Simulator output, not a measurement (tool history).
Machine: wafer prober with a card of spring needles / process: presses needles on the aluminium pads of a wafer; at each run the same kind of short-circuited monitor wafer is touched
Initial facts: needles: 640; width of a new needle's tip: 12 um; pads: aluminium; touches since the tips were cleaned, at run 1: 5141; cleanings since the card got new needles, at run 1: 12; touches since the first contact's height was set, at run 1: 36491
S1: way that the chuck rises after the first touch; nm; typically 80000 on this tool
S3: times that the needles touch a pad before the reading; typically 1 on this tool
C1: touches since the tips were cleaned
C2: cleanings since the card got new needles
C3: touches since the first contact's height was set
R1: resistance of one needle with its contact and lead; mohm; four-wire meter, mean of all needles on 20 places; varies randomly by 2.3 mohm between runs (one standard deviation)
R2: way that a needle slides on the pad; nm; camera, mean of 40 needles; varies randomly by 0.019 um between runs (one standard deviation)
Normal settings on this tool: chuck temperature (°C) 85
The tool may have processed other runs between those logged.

run 1 hour=0 | S1=80000 chuck_temperature_(°C)=85 S3=1 | C1=5141 C2=12 C3=36491 | R1=255 R2=19970
run 2 hour=9.3 | S1=80000 chuck_temperature_(°C)=85 S3=1 | C1=7314 C2=12 C3=38664 | R1=258 R2=19930
-- hour=14.8 tips cleaned on abrasive film
run 3 hour=16.4 | S1=80000 chuck_temperature_(°C)=85 S3=1 | C1=376 C2=13 C3=40287 | R1=255 R2=19910
run 4 hour=25.8 | S1=80000 chuck_temperature_(°C)=85 S3=1 | C1=2579 C2=13 C3=42490 | R1=254 R2=19920
run 5 hour=36.2 | S1=80000 chuck_temperature_(°C)=85 S3=1 | C1=4992 C2=13 C3=44903 | R1=255 R2=19950
run 6 hour=42.5 | S1=80000 chuck_temperature_(°C)=85 S3=1 | C1=6467 C2=13 C3=46378 | R1=260 R2=19920
-- hour=51.1 tips cleaned on abrasive film
run 7 hour=57.4 | S1=80000 chuck_temperature_(°C)=85 S3=1 | C1=1466 C2=14 C3=49832 | R1=258 R2=19910
run 8 hour=65.2 | S1=80000 chuck_temperature_(°C)=85 S3=1 | C1=3284 C2=14 C3=51650 | R1=256 R2=19950
run 9 hour=76.7 | S1=80000 chuck_temperature_(°C)=85 S3=1 | C1=5976 C2=14 C3=54342 | R1=258 R2=19920
-- hour=87.3 tips cleaned on abrasive film
run 10 hour=91.7 | S1=85000 chuck_temperature_(°C)=55 S3=2 | C1=1034 C2=15 C3=57813 | R1=247 R2=21150
run 11 hour=99.2 | S1=85000 chuck_temperature_(°C)=39 S3=2 | C1=2781 C2=15 C3=59560 | R1=242 R2=21200
run 12 hour=110.7 | S1=72000 chuck_temperature_(°C)=85 S3=3 | C1=5473 C2=15 C3=62252 | R1=254 R2=17950
-- hour=123.5 tips cleaned on abrasive film
run 13 hour=124.4 | S1=80000 chuck_temperature_(°C)=25 S3=1 | C1=197 C2=16 C3=65414 | R1=237 R2=19940
run 14 hour=131.1 | S1=80000 chuck_temperature_(°C)=32 S3=1 | C1=1763 C2=16 C3=66980 | R1=244 R2=19950
run 15 hour=137.9 | S1=83000 chuck_temperature_(°C)=85 S3=1 | C1=3368 C2=16 C3=68585 | R1=257 R2=20690

What will run 16 give?
run 16 hour=151.9 | S1=85000 chuck_temperature_(°C)=38 S3=1 | C1=6625 C2=16 C3=71842 | R1=? R2=?

R1: 246 mohm
R2: 21220 nm
Take away the tool's hidden state, keep the run-to-run variation as it was, and the same run would have given R1 245 mohm, R2 21230 nm.

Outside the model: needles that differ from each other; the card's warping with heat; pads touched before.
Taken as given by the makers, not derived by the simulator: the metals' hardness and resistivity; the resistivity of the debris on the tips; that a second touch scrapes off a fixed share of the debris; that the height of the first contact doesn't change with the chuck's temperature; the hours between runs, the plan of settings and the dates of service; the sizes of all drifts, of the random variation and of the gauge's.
